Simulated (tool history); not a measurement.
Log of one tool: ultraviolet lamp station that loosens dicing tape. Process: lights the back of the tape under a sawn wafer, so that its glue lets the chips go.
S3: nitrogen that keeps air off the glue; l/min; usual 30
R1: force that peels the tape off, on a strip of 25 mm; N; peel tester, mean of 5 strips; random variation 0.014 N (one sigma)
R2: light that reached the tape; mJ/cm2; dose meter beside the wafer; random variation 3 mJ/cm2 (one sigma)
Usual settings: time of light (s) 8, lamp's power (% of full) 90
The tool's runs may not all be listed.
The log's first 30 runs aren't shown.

{"run": 31, "day": 90.142, "time of light (s)": 13, "lamp's power (% of full)": 94, "S3": 14, "R1": 0.952, "R2": 528}
{"run": 32, "day": 92.383, "time of light (s)": 13, "lamp's power (% of full)": 94, "S3": 14, "R1": 0.99, "R2": 515}
{"run": 33, "day": 95.408, "time of light (s)": 15, "lamp's power (% of full)": 71, "S3": 30, "R1": 0.727, "R2": 440}
{"run": 34, "day": 99.096, "time of light (s)": 15, "lamp's power (% of full)": 76, "S3": 30, "R1": 0.658, "R2": 451}
{"run": 35, "day": 100.833, "time of light (s)": 13, "lamp's power (% of full)": 86, "S3": 22, "R1": 0.954, "R2": 437}
{"run": 36, "day": 104.062, "time of light (s)": 13, "lamp's power (% of full)": 86, "S3": 22, "R1": 1.039, "R2": 421}
{"run": 37, "day": 107.571, "time of light (s)": 13, "lamp's power (% of full)": 86, "S3": 22, "R1": 1.146, "R2": 410}
{"run": 38, "day": 109.588, "time of light (s)": 8, "lamp's power (% of full)": 76, "S3": 30, "R1": 2.695, "R2": 216}
{"day": 110.692, "done": "window cleaned of glue's vapour"}
{"run": 39, "day": 111.571, "time of light (s)": 6, "lamp's power (% of full)": 90, "S3": 30, "R1": 2.695, "R2": 219}
{"run": 40, "day": 114.388, "time of light (s)": 15, "lamp's power (% of full)": 100, "S3": 19, "R1": 0.539, "R2": 590}
{"day": 114.725, "done": "lamp changed"}
{"run": 41, "day": 117.379, "time of light (s)": 15, "lamp's power (% of full)": 100, "S3": 19, "R1": 0.157, "R2": 923}
{"run": 42, "day": 119.5, "time of light (s)": 16, "lamp's power (% of full)": 96, "S3": 30, "R1": 0.108, "R2": 921}
{"run": 43, "day": 121.75, "time of light (s)": 8, "lamp's power (% of full)": 68, "S3": 12, "R1": 2.585, "R2": 321}

Forecast each of these 4 alternatives for the next run:
{"run": "A", "day": 124.529, "time of light (s)": 6, "lamp's power (% of full)": 70, "S3": 22, "R1": "?", "R2": "?"}
{"run": "B", "day": 124.529, "time of light (s)": 14, "lamp's power (% of full)": 68, "S3": 12, "R1": "?", "R2": "?"}
{"run": "C", "day": 124.529, "time of light (s)": 7, "lamp's power (% of full)": 93, "S3": 30, "R1": "?", "R2": "?"}
{"run": "D", "day": 124.529, "time of light (s)": 6, "lamp's power (% of full)": 96, "S3": 27, "R1": "?", "R2": "?"}

run=A R1=2.732 R2=240
run=B R1=1.037 R2=542
run=C R1=1.054 R2=372
run=D R1=1.480 R2=332
Without the tool's hidden state the same runs would have given:
run=A R1=2.394 R2=265
run=B R1=0.833 R2=598
run=C R1=0.848 R2=410
run=D R1=1.223 R2=366
